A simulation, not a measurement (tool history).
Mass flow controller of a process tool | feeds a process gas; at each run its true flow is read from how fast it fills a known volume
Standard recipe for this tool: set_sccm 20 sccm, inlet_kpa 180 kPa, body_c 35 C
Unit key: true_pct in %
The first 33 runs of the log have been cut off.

run     hour  set_sccm  inlet_kpa  body_c  hours of work since the controller was set to zero  hours of work since the controller was changed  true_pct
 34  10383.4        36        163      35                                                2474                                            8843    100.36
 35  10667.0        20        230      21                                                2682                                            9051    100.03
 36  10920.1        20        230      21                                                2868                                            9237    100.15
 37  11227.7        24        189      37                                                3094                                            9463     99.62
 38  11616.9        24        189      37                                                3380                                            9748     99.72
 39  12017.7        20        234      38                                                3674                                           10042     99.26
 40  12286.4        16        277      35                                                3871                                           10240     98.96
 41  12629.4        16        277      26                                                4123                                           10491     99.67
 42  12920.6        20        169      34                                                4336                                           10705    100.19
     13152.0  -- controller exchanged for a calibrated one
 43  13261.4        20        169      34                                                  80                                              80     98.16
 44  13655.2        20        172      30                                                 369                                             369     98.68
 45  14076.2        20        172      30                                                 678                                             678     98.61
 46  14271.9        20        253      22                                                 822                                             822     98.49

Expected results for the next run?
 47  14590.3        20        183      21                                                1056                                            1056         ?

{"run 47": {"true_pct": 99.1}}
If the tool had no hidden condition, the same run with the same run-to-run variation would have returned true_pct 98.59 %.
